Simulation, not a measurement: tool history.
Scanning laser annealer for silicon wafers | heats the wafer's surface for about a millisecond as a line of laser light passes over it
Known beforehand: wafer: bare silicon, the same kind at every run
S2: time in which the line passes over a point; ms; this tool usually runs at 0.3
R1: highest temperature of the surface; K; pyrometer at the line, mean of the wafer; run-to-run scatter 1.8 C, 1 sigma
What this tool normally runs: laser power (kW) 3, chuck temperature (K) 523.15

run 1 hour=0 | laser_power_(kW)=3 S2=0.3 chuck_temperature_(K)=523.15 | R1=1332.15
run 2 hour=6.7 | laser_power_(kW)=3 S2=0.3 chuck_temperature_(K)=523.15 | R1=1333.15
run 3 hour=17.5 | laser_power_(kW)=3 S2=0.3 chuck_temperature_(K)=523.15 | R1=1338.15
run 4 hour=26.1 | laser_power_(kW)=3 S2=0.3 chuck_temperature_(K)=523.15 | R1=1332.15
run 5 hour=32.1 | laser_power_(kW)=3 S2=0.3 chuck_temperature_(K)=523.15 | R1=1331.15
run 6 hour=42.1 | laser_power_(kW)=3 S2=0.26 chuck_temperature_(K)=523.15 | R1=1268.15
run 7 hour=51.1 | laser_power_(kW)=3 S2=0.26 chuck_temperature_(K)=523.15 | R1=1263.15
run 8 hour=56.4 | laser_power_(kW)=3 S2=0.26 chuck_temperature_(K)=523.15 | R1=1265.15
run 9 hour=61.8 | laser_power_(kW)=3 S2=0.26 chuck_temperature_(K)=523.15 | R1=1267.15
run 10 hour=70.2 | laser_power_(kW)=3 S2=0.26 chuck_temperature_(K)=523.15 | R1=1266.15
run 11 hour=79.2 | laser_power_(kW)=2.867 S2=0.3 chuck_temperature_(K)=523.15 | R1=1294.15
run 12 hour=87.9 | laser_power_(kW)=2.971 S2=0.3 chuck_temperature_(K)=523.15 | R1=1323.15
run 13 hour=94.6 | laser_power_(kW)=3 S2=0.268 chuck_temperature_(K)=523.15 | R1=1280.15
run 14 hour=99.6 | laser_power_(kW)=3 S2=0.3 chuck_temperature_(K)=523.15 | R1=1332.15
run 15 hour=104.1 | laser_power_(kW)=3 S2=0.3 chuck_temperature_(K)=523.15 | R1=1327.15
run 16 hour=113.1 | laser_power_(kW)=2.849 S2=0.3 chuck_temperature_(K)=523.15 | R1=1288.15
run 17 hour=118.4 | laser_power_(kW)=2.849 S2=0.3 chuck_temperature_(K)=523.15 | R1=1287.15
run 18 hour=126.5 | laser_power_(kW)=3 S2=0.3 chuck_temperature_(K)=523.15 | R1=1330.15
run 19 hour=132.4 | laser_power_(kW)=2.876 S2=0.291 chuck_temperature_(K)=558.15 | R1=1316.15

Run 20, settings as shown, results not yet in. Your forecast:
run 20 hour=137.3 | laser_power_(kW)=3 S2=0.312 chuck_temperature_(K)=506.15 | R1=?

For run 20 the tool returned R1 1333.15 K.
With the hidden condition absent and the run-to-run variation left alone, this run would have shown R1 1334.15 K.

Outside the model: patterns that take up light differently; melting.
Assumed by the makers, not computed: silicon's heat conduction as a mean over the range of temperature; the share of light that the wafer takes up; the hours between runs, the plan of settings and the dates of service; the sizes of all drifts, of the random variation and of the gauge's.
